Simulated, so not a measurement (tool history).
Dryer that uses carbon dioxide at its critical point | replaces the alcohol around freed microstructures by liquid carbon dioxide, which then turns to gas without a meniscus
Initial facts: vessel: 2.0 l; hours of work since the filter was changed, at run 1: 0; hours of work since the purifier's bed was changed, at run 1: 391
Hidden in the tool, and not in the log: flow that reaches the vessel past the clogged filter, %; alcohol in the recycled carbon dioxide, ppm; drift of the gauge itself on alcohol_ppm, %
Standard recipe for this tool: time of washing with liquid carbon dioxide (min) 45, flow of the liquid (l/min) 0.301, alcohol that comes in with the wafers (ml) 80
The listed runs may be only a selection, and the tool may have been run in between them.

| run | hour | time of washing with liquid carbon dioxide (min) | flow of the liquid (l/min) | alcohol that comes in with the wafers (ml) | hours of work since the filter was changed | hours of work since the purifier's bed was changed | alcohol left in the vessel before it's heated (ppm by volume) |
|---|---|---|---|---|---|---|---|
| 1 | 0.0 | 45 | 0.301 | 80 | 0 | 391 | 68 |
| 2 | 65.1 | 45 | 0.301 | 80 | 39 | 430 | 75 |
| 3 | 119.9 | 45 | 0.301 | 105 | 71 | 462 | 95 |
| 4 | 164.3 | 45 | 0.301 | 105 | 98 | 489 | 98 |
| 5 | 193.8 | 45 | 0.301 | 78 | 115 | 506 | 87 |
| 6 | 239.7 | 45 | 0.301 | 78 | 143 | 534 | 100 |
| 7 | 266.8 | 45 | 0.301 | 78 | 159 | 550 | 99 |
| 8 | 311.9 | 45 | 0.301 | 80 | 186 | 577 | 104 |
|  | 370.6 | inlet filter changed |
| 9 | 374.0 | 45 | 0.301 | 80 | 2 | 613 | 74 |
| 10 | 439.0 | 45 | 0.301 | 80 | 41 | 652 | 73 |
| 11 | 480.9 | 45 | 0.301 | 80 | 66 | 677 | 93 |
| 12 | 527.2 | 45 | 0.301 | 80 | 93 | 704 | 88 |
| 13 | 565.3 | 45 | 0.301 | 80 | 116 | 727 | 104 |
| 14 | 625.0 | 45 | 0.301 | 80 | 152 | 763 | 104 |
| 15 | 674.8 | 45 | 0.301 | 47 | 181 | 792 | 75 |
| 16 | 731.1 | 45 | 0.462 | 80 | 215 | 826 | 42 |
|  | 741.7 | inlet filter changed |
| 17 | 786.7 | 45 | 0.301 | 80 | 27 | 858 | 94 |
| 18 | 845.5 | 45 | 0.301 | 80 | 62 | 893 | 99 |
| 19 | 889.8 | 45 | 0.234 | 80 | 88 | 920 | 324 |
| 20 | 920.4 | 45 | 0.234 | 80 | 107 | 938 | 336 |
| 21 | 951.4 | 70 | 0.301 | 80 | 125 | 956 | 48 |
| 22 | 1011.8 | 70 | 0.300 | 80 | 161 | 992 | 41 |
| 23 | 1046.3 | 70 | 0.300 | 80 | 182 | 1013 | 53 |
| 24 | 1091.4 | 45 | 0.301 | 71 | 208 | 1040 | 120 |
|  | 1113.3 | inlet filter changed |
| 25 | 1123.9 | 64 | 0.443 | 119 | 6 | 1059 | 53 |
| 26 | 1180.1 | 27 | 0.334 | 80 | 40 | 1092 | 504 |
| 27 | 1209.0 | 27 | 0.334 | 99 | 57 | 1109 | 630 |
| 28 | 1237.0 | 45 | 0.334 | 38 | 74 | 1126 | 57 |
| 29 | 1300.3 | 45 | 0.404 | 97 | 111 | 1164 | 55 |
| 30 | 1348.8 | 45 | 0.404 | 97 | 140 | 1193 | 65 |
| 31 | 1399.0 | 70 | 0.281 | 63 | 170 | 1223 | 61 |
| 32 | 1427.1 | 55 | 0.301 | 56 | 187 | 1239 | 77 |
| 33 | 1476.7 | 55 | 0.301 | 56 | 217 | 1269 | 63 |
|  | 1486.8 | inlet filter changed |
|  | 1514.4 | purifier's bed changed |
| 34 | 1535.7 | 55 | 0.301 | 56 | 27 | 13 | 15 |
| 35 | 1588.0 | 31 | 0.181 | 34 | 59 | 44 | 1231 |
| 36 | 1617.6 | 37 | 0.459 | 61 | 76 | 61 | 18 |
| 37 | 1679.1 | 45 | 0.293 | 80 | 113 | 98 | 79 |
| 38 | 1720.2 | 45 | 0.293 | 80 | 137 | 123 | 93 |
| 39 | 1764.2 | 66 | 0.301 | 34 | 164 | 149 | 15 |
| 40 | 1813.4 | 66 | 0.301 | 34 | 193 | 178 | 9 |
| 41 | 1848.7 | 33 | 0.192 | 80 | 214 | 199 | 2470 |
|  | 1857.9 | inlet filter changed |
| 42 | 1885.9 | 33 | 0.192 | 80 | 17 | 221 | 1975 |
| 43 | 1947.2 | 33 | 0.192 | 80 | 53 | 257 | 2012 |
| 44 | 1982.9 | 33 | 0.192 | 80 | 75 | 279 | 2053 |
| 45 | 2034.4 | 45 | 0.209 | 80 | 105 | 309 | 528 |
| 46 | 2065.1 | 47 | 0.312 | 58 | 123 | 327 | 53 |
| 47 | 2128.2 | 48 | 0.431 | 80 | 161 | 365 | 12 |

Predict each of these 3 candidate next runs independently; none follows another, all start after run 47:
| A | 2181.7 | 48 | 0.431 | 26 | 193 | 397 | ? |
| B | 2181.7 | 60 | 0.221 | 87 | 193 | 397 | ? |
| C | 2181.7 | 66 | 0.197 | 80 | 193 | 397 | ? |

| run | alcohol left in the vessel before it's heated (ppm by volume) |
|---|---|
| A | 25 |
| B | 131 |
| C | 134 |
The same runs, with their run-to-run variation unchanged, on a tool lacking any hidden condition would have given:
| run | alcohol left in the vessel before it's heated (ppm by volume) |
|---|---|
| A | 8 |
| B | 75 |
| C | 77 |
